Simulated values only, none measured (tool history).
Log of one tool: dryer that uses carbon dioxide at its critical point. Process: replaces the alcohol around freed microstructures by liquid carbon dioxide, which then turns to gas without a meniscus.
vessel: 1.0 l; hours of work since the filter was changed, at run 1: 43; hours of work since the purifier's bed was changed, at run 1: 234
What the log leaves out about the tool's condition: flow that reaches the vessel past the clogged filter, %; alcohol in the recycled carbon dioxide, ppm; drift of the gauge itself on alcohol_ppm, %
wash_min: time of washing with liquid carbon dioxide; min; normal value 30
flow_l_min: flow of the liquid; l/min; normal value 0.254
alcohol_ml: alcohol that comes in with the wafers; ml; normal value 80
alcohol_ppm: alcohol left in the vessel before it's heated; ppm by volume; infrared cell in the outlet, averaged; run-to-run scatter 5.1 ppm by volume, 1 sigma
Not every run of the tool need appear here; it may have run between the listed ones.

run	hour	wash_min	flow_l_min	alcohol_ml	hours of work since the filter was changed	hours of work since the purifier's bed was changed	alcohol_ppm
1	0	30	0.254	80	43	234	131
2	10	30	0.254	80	48	239	146
3	19.6	30	0.254	80	53	244	134
4	27.9	30	0.254	80	58	249	140
5	35.9	30	0.2	80	62	253	367
6	45.5	30	0.376	80	67	258	87
7	57.7	30	0.254	80	73	264	136
8	71.3	30	0.254	66	80	271	154
9	85.2	30	0.254	80	87	278	151
10	97.9	30	0.254	80	94	285	147
11	111.4	30	0.254	23	101	292	106
12	119.4	33	0.254	23	105	296	103
13	134.7	33	0.254	23	113	304	103
14	143.3	33	0.254	23	118	308	109
15	153.1	33	0.254	23	123	314	103
16	162.4	33	0.254	23	127	318	111
17	171.5	33	0.254	23	132	323	107
18	183.8	30	0.254	80	139	329	168
19	190.6	30	0.254	80	142	333	172
20	197.3	30	0.254	80	146	337	168
21	206.1	30	0.254	80	150	341	169
22	216.3	30	0.254	80	155	346	176
23	231.4	30	0.254	80	163	354	180
24	241.4	30	0.262	112	168	359	182
25	256.8	30	0.262	112	176	367	186
26	266.4	30	0.262	112	181	372	184
27	275.8	27	0.254	27	186	377	163
28	282.6	33	0.254	68	190	381	152
29	291.6	29	0.254	22	195	385	147
30	307.8	30	0.179	80	203	394	768
31	317.9	37	0.392	87	208	399	120
32	329.7	32	0.392	40	214	405	123
33	342.7	32	0.392	40	221	412	123
34	352.2	28	0.247	83	226	417	271
35	366.3	28	0.247	83	233	424	285
36	381.4	34	0.193	68	241	432	342
37	391.5	32	0.206	69	246	437	324
38	398.2	25	0.207	61	250	441	733
39	406.7	33	0.154	26	254	445	434
40	422.4	38	0.16	26	262	453	275
41	429.4	21	0.282	80	266	457	523
42	441.4	41	0.341	80	272	463	145
43	450.3	30	0.256	35	277	468	183
44	458.8	30	0.256	35	281	472	178
45	467.5	30	0.256	35	286	477	186
46	477.6	30	0.256	35	291	482	180

Each row is a separate what-if for the run after 46, all from the same tool condition, not one after another. Results?
A	487.4	36	0.171	110	296	487	?
B	487.4	30	0.254	75	296	487	?
C	487.4	20	0.185	35	296	487	?
D	487.4	30	0.266	26	296	487	?

run	alcohol_ppm
A	641
B	227
C	1494
D	173
Without the tool's unlogged condition, the same runs would have read:
run	alcohol_ppm
A	348
B	58
C	1092
D	23
